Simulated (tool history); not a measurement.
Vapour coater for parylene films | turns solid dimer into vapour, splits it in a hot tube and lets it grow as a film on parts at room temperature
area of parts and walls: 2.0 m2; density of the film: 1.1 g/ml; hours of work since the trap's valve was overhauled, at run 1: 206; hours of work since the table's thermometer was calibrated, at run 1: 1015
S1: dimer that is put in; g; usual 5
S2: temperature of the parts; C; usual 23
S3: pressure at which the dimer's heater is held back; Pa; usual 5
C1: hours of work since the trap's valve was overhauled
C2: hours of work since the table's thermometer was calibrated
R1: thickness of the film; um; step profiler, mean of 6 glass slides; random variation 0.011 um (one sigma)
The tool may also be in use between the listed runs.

run 1 hour=0 | S1=5 S2=23 S3=5 | C1=206 C2=1015 | R1=1.3
run 2 hour=35 | S1=5 S2=23 S3=5 | C1=232 C2=1040 | R1=1.29
run 3 hour=63.4 | S1=2 S2=23 S3=5 | C1=253 C2=1061 | R1=0.51
-- hour=108.1 table's thermometer calibrated
run 4 hour=108.1 | S1=5 S2=23 S3=5 | C1=285 C2=0 | R1=1.3
run 5 hour=146.4 | S1=5 S2=23 S3=5 | C1=313 C2=28 | R1=1.27
run 6 hour=199.6 | S1=5 S2=23 S3=5 | C1=352 C2=67 | R1=1.29
run 7 hour=232.5 | S1=5 S2=23 S3=5 | C1=377 C2=92 | R1=1.27
run 8 hour=278.1 | S1=5 S2=23 S3=5 | C1=410 C2=125 | R1=1.25
run 9 hour=311 | S1=5 S2=23 S3=5.91 | C1=434 C2=150 | R1=1.19
-- hour=323.7 table's thermometer calibrated, once more
run 10 hour=351.4 | S1=5 S2=23 S3=5.91 | C1=464 C2=20 | R1=1.13
-- hour=375.8 trap's valve overhauled
run 11 hour=386.6 | S1=5 S2=23 S3=7.08 | C1=8 C2=43 | R1=1.26
run 12 hour=421.1 | S1=5 S2=23 S3=7.08 | C1=33 C2=69 | R1=1.24
run 13 hour=472.5 | S1=5 S2=18 S3=7.08 | C1=71 C2=107 | R1=1.48
run 14 hour=505.7 | S1=5 S2=18 S3=7.08 | C1=96 C2=131 | R1=1.44
run 15 hour=552.4 | S1=3 S2=22 S3=5 | C1=130 C2=166 | R1=0.82
run 16 hour=580.5 | S1=5 S2=21 S3=5.81 | C1=151 C2=186 | R1=1.36
run 17 hour=607.3 | S1=7 S2=32 S3=6.73 | C1=171 C2=206 | R1=1.22
run 18 hour=645.5 | S1=7 S2=32 S3=6.73 | C1=199 C2=234 | R1=1.22
run 19 hour=676.3 | S1=5 S2=23 S3=2.15 | C1=221 C2=257 | R1=1.55
run 20 hour=715.2 | S1=5 S2=19 S3=2.19 | C1=250 C2=286 | R1=1.77

Run 21 comes next. What will it give?
run 21 hour=745.1 | S1=3 S2=29 S3=3.32 | C1=272 C2=308 | R1=?

R1: 0.66 um
Without the tool's hidden state the same run would have given R1 0.71 um.

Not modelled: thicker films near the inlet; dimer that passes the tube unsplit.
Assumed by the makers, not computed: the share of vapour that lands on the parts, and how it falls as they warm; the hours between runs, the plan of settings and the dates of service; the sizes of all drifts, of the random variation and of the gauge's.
